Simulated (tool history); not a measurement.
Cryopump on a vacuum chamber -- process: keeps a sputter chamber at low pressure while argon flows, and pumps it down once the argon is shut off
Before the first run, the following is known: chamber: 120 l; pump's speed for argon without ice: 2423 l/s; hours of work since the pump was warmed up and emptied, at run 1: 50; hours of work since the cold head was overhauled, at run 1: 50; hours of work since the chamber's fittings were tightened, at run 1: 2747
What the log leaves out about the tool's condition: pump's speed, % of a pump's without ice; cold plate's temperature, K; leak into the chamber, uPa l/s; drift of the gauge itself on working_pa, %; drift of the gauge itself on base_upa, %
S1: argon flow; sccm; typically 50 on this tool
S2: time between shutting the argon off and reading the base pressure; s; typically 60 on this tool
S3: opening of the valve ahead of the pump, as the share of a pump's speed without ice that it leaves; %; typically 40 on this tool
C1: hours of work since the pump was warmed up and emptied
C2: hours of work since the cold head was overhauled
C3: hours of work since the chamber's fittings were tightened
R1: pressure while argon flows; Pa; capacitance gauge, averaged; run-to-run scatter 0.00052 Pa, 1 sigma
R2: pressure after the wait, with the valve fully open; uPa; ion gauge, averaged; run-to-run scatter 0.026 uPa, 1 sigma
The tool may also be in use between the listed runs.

| run | hour | S1 | S2 | S3 | C1 | C2 | C3 | R1 | R2 |
|---|---|---|---|---|---|---|---|---|---|
| 1 | 0 | 50 | 60 | 40 | 50 | 50 | 2747 | 0.0876 | 1.58 |
| 2 | 11.6 | 50 | 89 | 40 | 56 | 56 | 2752 | 0.0876 | 1.28 |
| 3 | 27.1 | 50 | 89 | 40 | 63 | 63 | 2759 | 0.0885 | 1.25 |
| 4 | 37.7 | 28 | 89 | 40 | 68 | 68 | 2764 | 0.0501 | 1.28 |
| 5 | 52.2 | 28 | 58 | 40 | 74 | 74 | 2771 | 0.0496 | 1.52 |
| 6 | 62.2 | 28 | 58 | 40 | 79 | 79 | 2775 | 0.0492 | 1.67 |
| 7 | 75.1 | 28 | 58 | 40 | 85 | 85 | 2781 | 0.0486 | 1.58 |
| 8 | 88.4 | 28 | 58 | 40 | 91 | 91 | 2787 | 0.0497 | 1.64 |
| 9 | 98.2 | 50 | 60 | 40 | 95 | 95 | 2792 | 0.0877 | 1.58 |
| 10 | 108.6 | 50 | 60 | 40 | 100 | 100 | 2797 | 0.0886 | 1.6 |
| 11 | 119.9 | 22 | 60 | 40 | 105 | 105 | 2802 | 0.0394 | 1.58 |
| 12 | 132 | 26 | 89 | 40 | 111 | 111 | 2807 | 0.0455 | 1.26 |
| 13 | 141.5 | 26 | 89 | 17 | 115 | 115 | 2812 | 0.1072 | 1.23 |
| 14 | 157 | 30 | 89 | 40 | 122 | 122 | 2819 | 0.0532 | 1.31 |
| 15 | 167.7 | 47 | 89 | 40 | 127 | 127 | 2824 | 0.084 | 1.25 |
| 16 | 174.1 | 47 | 89 | 19 | 130 | 130 | 2827 | 0.173 | 1.28 |
| 17 | 181.6 | 47 | 89 | 19 | 134 | 134 | 2830 | 0.1739 | 1.29 |
| 18 | 189.2 | 62 | 65 | 45 | 137 | 137 | 2834 | 0.0975 | 1.56 |
| 19 | 200.7 | 50 | 60 | 32 | 142 | 142 | 2839 | 0.1098 | 1.61 |
| 20 | 213.4 | 50 | 60 | 32 | 148 | 148 | 2845 | 0.1106 | 1.62 |
| 21 | 223.4 | 48 | 41 | 41 | 153 | 153 | 2849 | 0.0828 | 1.97 |

Each row is a separate what-if for the run after 21, all from the same tool condition, not one after another. Results?
| A | 230.2 | 64 | 60 | 41 | 156 | 156 | 2852 | ? | ? |
| B | 230.2 | 48 | 56 | 41 | 156 | 156 | 2852 | ? | ? |
| C | 230.2 | 48 | 41 | 52 | 156 | 156 | 2852 | ? | ? |
| D | 230.2 | 22 | 60 | 40 | 156 | 156 | 2852 | ? | ? |

| run | R1 | R2 |
|---|---|---|
| A | 0.1101 | 1.66 |
| B | 0.0825 | 1.68 |
| C | 0.0658 | 2.08 |
| D | 0.0394 | 1.58 |
The same runs, with their run-to-run variation unchanged, on a tool lacking any hidden condition would have given:
| run | R1 | R2 |
|---|---|---|
| A | 0.1084 | 1.1 |
| B | 0.0812 | 1.13 |
| C | 0.0646 | 1.52 |
| D | 0.0388 | 1.03 |
